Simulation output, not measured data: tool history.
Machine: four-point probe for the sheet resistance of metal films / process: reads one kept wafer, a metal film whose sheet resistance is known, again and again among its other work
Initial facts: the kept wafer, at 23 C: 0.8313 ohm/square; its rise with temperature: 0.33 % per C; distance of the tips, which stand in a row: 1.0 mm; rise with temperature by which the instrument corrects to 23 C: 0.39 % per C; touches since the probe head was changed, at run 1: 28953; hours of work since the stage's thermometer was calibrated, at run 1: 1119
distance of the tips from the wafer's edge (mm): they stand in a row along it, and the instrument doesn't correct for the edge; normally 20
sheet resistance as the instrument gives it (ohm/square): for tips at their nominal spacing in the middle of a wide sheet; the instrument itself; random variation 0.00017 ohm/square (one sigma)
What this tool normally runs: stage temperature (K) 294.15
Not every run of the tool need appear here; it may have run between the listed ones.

| run | hour | stage temperature (K) | distance of the tips from the wafer's edge (mm) | touches since the probe head was changed | hours of work since the stage's thermometer was calibrated | sheet resistance as the instrument gives it (ohm/square) |
|---|---|---|---|---|---|---|
| 1 | 0.0 | 294.15 | 20 | 28953 | 1119 | 0.833495 |
| 2 | 13.1 | 294.15 | 3 | 29347 | 1128 | 0.879327 |
| 3 | 25.0 | 294.15 | 3 | 29704 | 1137 | 0.879373 |
| 4 | 44.9 | 294.15 | 55 | 30305 | 1152 | 0.832809 |
| 5 | 64.3 | 294.15 | 20 | 30888 | 1166 | 0.833781 |
| 6 | 86.3 | 294.15 | 20 | 31548 | 1182 | 0.833386 |
| 7 | 106.6 | 294.15 | 20 | 32160 | 1197 | 0.833441 |
| 8 | 128.7 | 294.15 | 20 | 32826 | 1213 | 0.833211 |
| 9 | 140.9 | 294.15 | 20 | 33191 | 1222 | 0.833605 |
| 10 | 157.1 | 294.15 | 20 | 33680 | 1234 | 0.833335 |
| 11 | 174.1 | 294.15 | 20 | 34191 | 1247 | 0.833370 |
| 12 | 194.5 | 294.15 | 20 | 34803 | 1262 | 0.833697 |
| 13 | 214.5 | 294.15 | 8 | 35405 | 1277 | 0.839228 |
| 14 | 234.9 | 294.15 | 26 | 36019 | 1292 | 0.832938 |
| 15 | 255.4 | 294.15 | 26 | 36635 | 1307 | 0.833257 |
| 16 | 276.1 | 299.15 | 27 | 37260 | 1322 | 0.830398 |
| 17 | 292.7 | 302.15 | 4 | 37759 | 1334 | 0.855298 |
| 18 | 306.2 | 302.15 | 4 | 38166 | 1344 | 0.855343 |
| 19 | 326.9 | 293.15 | 14 | 38788 | 1359 | 0.834931 |
| 20 | 347.5 | 293.15 | 14 | 39407 | 1375 | 0.835507 |
| 21 | 372.7 | 303.15 | 40 | 40166 | 1393 | 0.828073 |
|  | 387.5 | stage's thermometer calibrated |
| 22 | 395.2 | 303.15 | 40 | 40828 | 6 | 0.827824 |
| 23 | 408.9 | 303.15 | 40 | 41239 | 16 | 0.828309 |
| 24 | 431.1 | 297.15 | 39 | 41908 | 32 | 0.831322 |
| 25 | 456.9 | 297.15 | 39 | 42683 | 51 | 0.831101 |
| 26 | 480.5 | 294.15 | 35 | 43394 | 68 | 0.832908 |
| 27 | 498.1 | 292.15 | 23 | 43922 | 81 | 0.834135 |
| 28 | 511.7 | 297.15 | 12 | 44332 | 91 | 0.834001 |

Run 29 has not been measured yet. What should we expect?
| 29 | 525.9 | 305.15 | 21 | 44758 | 102 | ? |

sheet resistance as the instrument gives it (ohm/square): 0.828119
The same run, on a tool lacking any hidden state, would have yielded sheet resistance as the instrument gives it (ohm/square) 0.828072.
